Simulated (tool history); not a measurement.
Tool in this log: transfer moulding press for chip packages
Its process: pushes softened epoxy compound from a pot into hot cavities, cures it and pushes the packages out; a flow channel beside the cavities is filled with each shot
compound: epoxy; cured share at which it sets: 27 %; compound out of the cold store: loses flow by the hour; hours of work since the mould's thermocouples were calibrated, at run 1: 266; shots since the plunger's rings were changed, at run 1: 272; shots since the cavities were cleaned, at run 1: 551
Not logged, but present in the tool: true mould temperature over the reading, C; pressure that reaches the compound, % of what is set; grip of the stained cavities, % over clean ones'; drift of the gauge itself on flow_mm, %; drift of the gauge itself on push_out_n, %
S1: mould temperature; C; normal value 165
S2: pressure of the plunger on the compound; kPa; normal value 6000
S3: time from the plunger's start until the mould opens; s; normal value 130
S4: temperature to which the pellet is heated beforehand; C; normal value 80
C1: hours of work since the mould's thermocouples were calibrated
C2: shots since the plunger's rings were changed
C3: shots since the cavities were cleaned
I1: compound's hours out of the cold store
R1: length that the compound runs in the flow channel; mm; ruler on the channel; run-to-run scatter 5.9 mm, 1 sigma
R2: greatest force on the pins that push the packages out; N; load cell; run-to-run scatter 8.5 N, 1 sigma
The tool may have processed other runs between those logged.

Run 1, hour 0: usual settings; C1 266; C2 272; C3 551; I1 17.4. Result: R1 828 mm, R2 551 N.
At hour 4.3: cavities cleaned with cleaning compound and waxed.
Run 2, hour 12.4: usual settings; C1 273; C2 373; C3 75; I1 23. Result: R1 819 mm, R2 410 N.
Run 3, hour 28.6: usual settings; C1 284; C2 524; C3 226; I1 27.2. Result: R1 788 mm, R2 459 N.
Run 4, hour 37.2: usual settings but S4 85 C; C1 290; C2 604; C3 306; I1 31.3. Result: R1 786 mm, R2 485 N.
Run 5, hour 50.3: usual settings but S4 85 C; C1 298; C2 726; C3 428; I1 12.8. Result: R1 838 mm, R2 528 N.
Run 6, hour 58.1: usual settings but S4 85 C; C1 303; C2 797; C3 499; I1 15.9. Result: R1 824 mm, R2 548 N.
At hour 67: cavities cleaned with cleaning compound and waxed.
Run 7, hour 68: usual settings but S4 85 C; C1 309; C2 876; C3 10; I1 35.7. Result: R1 760 mm, R2 368 N.
Run 8, hour 81.7: usual settings but S4 85 C; C1 318; C2 1003; C3 137; I1 41.1. Result: R1 745 mm, R2 405 N.
Run 9, hour 91.3: usual settings but S4 85 C; C1 325; C2 1092; C3 226; I1 12.8. Result: R1 830 mm, R2 477 N.
Run 10, hour 105.3: usual settings but S4 85 C; C1 334; C2 1222; C3 356; I1 10.3. Result: R1 845 mm, R2 490 N.
Run 11, hour 118.9: usual settings; C1 343; C2 1348; C3 482; I1 33.3. Result: R1 767 mm, R2 529 N.
At hour 130.6: cavities cleaned with cleaning compound and waxed.
Run 12, hour 132.6: usual settings; C1 351; C2 1462; C3 18; I1 45.6. Result: R1 726 mm, R2 375 N.
Run 13, hour 142.9: usual settings but S2 7060 kPa; C1 358; C2 1558; C3 114; I1 40.1. Result: R1 803 mm, R2 410 N.
Run 14, hour 150.1: usual settings but S2 7060 kPa; C1 363; C2 1625; C3 181; I1 15. Result: R1 888 mm, R2 455 N.
Run 15, hour 164.5: usual settings but S1 168 C; C1 373; C2 1759; C3 315; I1 21.7. Result: R1 792 mm, R2 489 N.
Run 16, hour 179: usual settings but S1 171 C, S2 5140 kPa, S3 166 s, S4 78 C; C1 382; C2 1893; C3 449; I1 9.6. Result: R1 766 mm, R2 502 N.
Run 17, hour 188.9: usual settings but S3 113 s; C1 389; C2 1985; C3 541; I1 37. Result: R1 749 mm, R2 577 N.
At hour 194.1: cavities cleaned with cleaning compound and waxed.
Run 18, hour 197.3: usual settings but S3 142 s; C1 394; C2 2049; C3 29; I1 36.5. Result: R1 751 mm, R2 373 N.
Run 19, hour 204.7: usual settings but S3 142 s; C1 399; C2 2118; C3 98; I1 10.5. Result: R1 829 mm, R2 401 N.
Run 20, hour 221: usual settings but S3 142 s; C1 409; C2 2270; C3 250; I1 28.3. Result: R1 774 mm, R2 448 N.
Run 21, hour 230: usual settings but S3 142 s; C1 415; C2 2353; C3 333; I1 23.9. Result: R1 786 mm, R2 481 N.
Run 22, hour 238.5: usual settings but S2 4640 kPa, S3 149 s, S4 77 C; C1 421; C2 2432; C3 412; I1 39.9. Result: R1 651 mm, R2 497 N.
Run 23, hour 246.4: usual settings but S2 4640 kPa, S3 149 s, S4 77 C; C1 426; C2 2506; C3 486; I1 11. Result: R1 742 mm, R2 518 N.
At hour 256.5: cavities cleaned with cleaning compound and waxed.
Run 24, hour 262: usual settings but S1 157 C, S3 110 s; C1 436; C2 2636; C3 50; I1 33.1. Result: R1 769 mm, R2 744 N.
Run 25, hour 272.2: usual settings but S3 168 s, S4 78 C; C1 443; C2 2731; C3 145; I1 44.5. Result: R1 725 mm, R2 400 N.
Run 26, hour 287.3: usual settings but S1 169 C, S2 4930 kPa, S3 119 s, S4 87 C; C1 453; C2 2872; C3 286; I1 18.5. Result: R1 723 mm, R2 472 N.
Run 27, hour 295.2: usual settings but S1 169 C, S2 5190 kPa, S3 119 s, S4 82 C; C1 458; C2 2945; C3 359; I1 23.7. Result: R1 718 mm, R2 475 N.
Run 28, hour 303.5: usual settings but S2 5010 kPa, S4 76 C; C1 464; C2 3022; C3 436; I1 20.2. Result: R1 727 mm, R2 532 N.
At hour 319: cavities cleaned with cleaning compound and waxed.
Run 29, hour 321.3: usual settings but S2 5220 kPa, S4 76 C; C1 474; C2 3173; C3 21; I1 20.4. Result: R1 742 mm, R2 376 N.
Run 30, hour 333.2: usual settings but S2 5220 kPa, S4 76 C; C1 482; C2 3284; C3 132; I1 9.5. Result: R1 762 mm, R2 438 N.

Some steps in R1, run to run, broken into two amounts with sign: the step expected even without the hidden condition (settings, incoming material, random variation), and the rest, left for the hidden condition together with whatever gauge scatter is not in both the measured and the hidden-condition-free result:
Run 14 -> 15: S1 165 -> 168, S2 7060 -> 6000. R1 -96 mm: hidden state +1, all else -97.
Run 18 -> 19: no setting changed, nothing entered. R1 +78 mm: hidden state -3, all else +81.
Run 20 -> 21: no setting changed, nothing entered. R1 +12 mm: hidden state -3, all else +15.
Run 21 -> 22: S2 6000 -> 4640, S3 142 -> 149, S4 80 -> 77. R1 -135 mm: hidden state +4, all else -139.
Run 22 -> 23: no setting changed, nothing entered. R1 +91 mm: hidden state -3, all else +94.
